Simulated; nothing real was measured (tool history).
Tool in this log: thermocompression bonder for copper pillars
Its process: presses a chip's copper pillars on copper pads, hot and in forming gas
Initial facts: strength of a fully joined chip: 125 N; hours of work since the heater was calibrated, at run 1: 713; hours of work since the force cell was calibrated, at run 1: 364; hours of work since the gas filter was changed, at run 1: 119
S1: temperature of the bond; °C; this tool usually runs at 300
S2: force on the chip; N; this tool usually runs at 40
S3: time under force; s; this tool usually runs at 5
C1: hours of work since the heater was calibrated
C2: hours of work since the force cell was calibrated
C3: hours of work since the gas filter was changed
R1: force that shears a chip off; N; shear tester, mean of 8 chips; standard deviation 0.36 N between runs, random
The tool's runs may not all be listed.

run 1 hour=0 | S1=300 S2=40 S3=5 | C1=713 C2=364 C3=119 | R1=86.6
run 2 hour=28.6 | S1=300 S2=38 S3=5 | C1=727 C2=377 C3=133 | R1=84.7
run 3 hour=58.8 | S1=300 S2=40 S3=5 | C1=742 C2=392 C3=148 | R1=87
run 4 hour=104.9 | S1=300 S2=40 S3=4 | C1=764 C2=414 C3=170 | R1=81.6
run 5 hour=153.9 | S1=300 S2=40 S3=5 | C1=788 C2=438 C3=194 | R1=87.1
run 6 hour=189.4 | S1=300 S2=40 S3=5 | C1=805 C2=455 C3=211 | R1=87.1
run 7 hour=239.4 | S1=300 S2=40 S3=11 | C1=829 C2=479 C3=235 | R1=102.7
run 8 hour=271.2 | S1=300 S2=40 S3=3 | C1=844 C2=495 C3=250 | R1=74.9
run 9 hour=324.9 | S1=300 S2=40 S3=3 | C1=870 C2=521 C3=276 | R1=75.3
run 10 hour=351.5 | S1=300 S2=40 S3=3 | C1=883 C2=534 C3=289 | R1=75.1
run 11 hour=398.2 | S1=300 S2=40 S3=3 | C1=906 C2=556 C3=312 | R1=76
run 12 hour=443.1 | S1=300 S2=40 S3=3 | C1=928 C2=578 C3=333 | R1=75.6
run 13 hour=495.6 | S1=300 S2=40 S3=3 | C1=953 C2=603 C3=359 | R1=75.6
run 14 hour=529.5 | S1=300 S2=40 S3=5 | C1=969 C2=620 C3=375 | R1=86
run 15 hour=553.6 | S1=300 S2=40 S3=5 | C1=981 C2=631 C3=387 | R1=86.5
run 16 hour=582.7 | S1=310 S2=40 S3=5 | C1=995 C2=645 C3=401 | R1=92.5
run 17 hour=622.4 | S1=300 S2=40 S3=5 | C1=1014 C2=665 C3=420 | R1=87.1
run 18 hour=646.3 | S1=300 S2=40 S3=5 | C1=1026 C2=676 C3=432 | R1=87.2
run 19 hour=671.7 | S1=300 S2=40 S3=5 | C1=1038 C2=688 C3=444 | R1=86.4
run 20 hour=694 | S1=300 S2=40 S3=5 | C1=1049 C2=699 C3=455 | R1=87.1
-- hour=711.5 forming gas filter changed
run 21 hour=721.4 | S1=300 S2=40 S3=5 | C1=1062 C2=712 C3=5 | R1=89.1
run 22 hour=773.9 | S1=288 S2=45 S3=3 | C1=1087 C2=738 C3=30 | R1=75
run 23 hour=824 | S1=285 S2=50 S3=11 | C1=1111 C2=762 C3=54 | R1=105.3
run 24 hour=854 | S1=328 S2=50 S3=11 | C1=1126 C2=776 C3=69 | R1=120.1
-- hour=858.9 heater calibrated with a thermocouple chip
run 25 hour=907.9 | S1=328 S2=25 S3=11 | C1=24 C2=801 C3=94 | R1=104.4
run 26 hour=946.2 | S1=300 S2=38 S3=10 | C1=42 C2=820 C3=113 | R1=102.8
run 27 hour=973.1 | S1=291 S2=36 S3=4 | C1=55 C2=833 C3=126 | R1=76.2
run 28 hour=999.5 | S1=291 S2=36 S3=3 | C1=68 C2=846 C3=138 | R1=69
run 29 hour=1049.4 | S1=300 S2=26 S3=5 | C1=92 C2=870 C3=162 | R1=73
-- hour=1058.2 heater calibrated with a thermocouple chip, once more
run 30 hour=1101.4 | S1=300 S2=38 S3=11 | C1=21 C2=894 C3=187 | R1=99.2
run 31 hour=1133.2 | S1=300 S2=55 S3=7 | C1=36 C2=909 C3=202 | R1=103.1
run 32 hour=1167 | S1=295 S2=37 S3=12 | C1=53 C2=926 C3=218 | R1=97.7
run 33 hour=1210.6 | S1=300 S2=44 S3=10 | C1=74 C2=947 C3=239 | R1=102.6
run 34 hour=1263.6 | S1=288 S2=39 S3=5 | C1=99 C2=973 C3=265 | R1=75.5
run 35 hour=1302 | S1=288 S2=39 S3=5 | C1=118 C2=991 C3=284 | R1=75.6
run 36 hour=1343.5 | S1=315 S2=40 S3=10 | C1=138 C2=1011 C3=304 | R1=106.5
run 37 hour=1382.9 | S1=288 S2=36 S3=10 | C1=157 C2=1030 C3=323 | R1=87.8
run 38 hour=1412.7 | S1=288 S2=36 S3=10 | C1=171 C2=1045 C3=337 | R1=88.6
run 39 hour=1454.9 | S1=288 S2=36 S3=10 | C1=192 C2=1065 C3=358 | R1=87.8
run 40 hour=1491.9 | S1=301 S2=45 S3=7 | C1=210 C2=1083 C3=375 | R1=97.1
run 41 hour=1542.4 | S1=301 S2=25 S3=12 | C1=234 C2=1107 C3=400 | R1=85.7

The same runs without the tool's hidden state, with the same run-to-run variation:
Hidden conditions of the tool in this case: true temperature of the bond over the reading, C; force that reaches the chip, % of what is set; oxide that the forming gas leaves, % of the face; drift of the gauge itself on shear_n, %.
run=1 R1=83.6
run=2 R1=81.7
run=3 R1=83.9
run=4 R1=78.4
run=5 R1=84.1
run=6 R1=84
run=7 R1=100.6
run=8 R1=71.7
run=9 R1=72.1
run=10 R1=71.8
run=11 R1=72.6
run=12 R1=72.3
run=13 R1=72.3
run=14 R1=82.9
run=15 R1=83.5
run=16 R1=90
run=17 R1=84
run=18 R1=84.1
run=19 R1=83.3
run=20 R1=84.1
run=21 R1=83.4
run=22 R1=69.1
run=23 R1=100.4
run=24 R1=118.5
run=25 R1=99.2
run=26 R1=97
run=27 R1=69
run=28 R1=62.1
run=29 R1=66.1
run=30 R1=98.8
run=31 R1=102.9
run=32 R1=97.3
run=33 R1=102.5
run=34 R1=74.5
run=35 R1=74.7
run=36 R1=106.8
run=37 R1=87.2
run=38 R1=87.9
run=39 R1=87.1
run=40 R1=96.9
run=41 R1=85.1
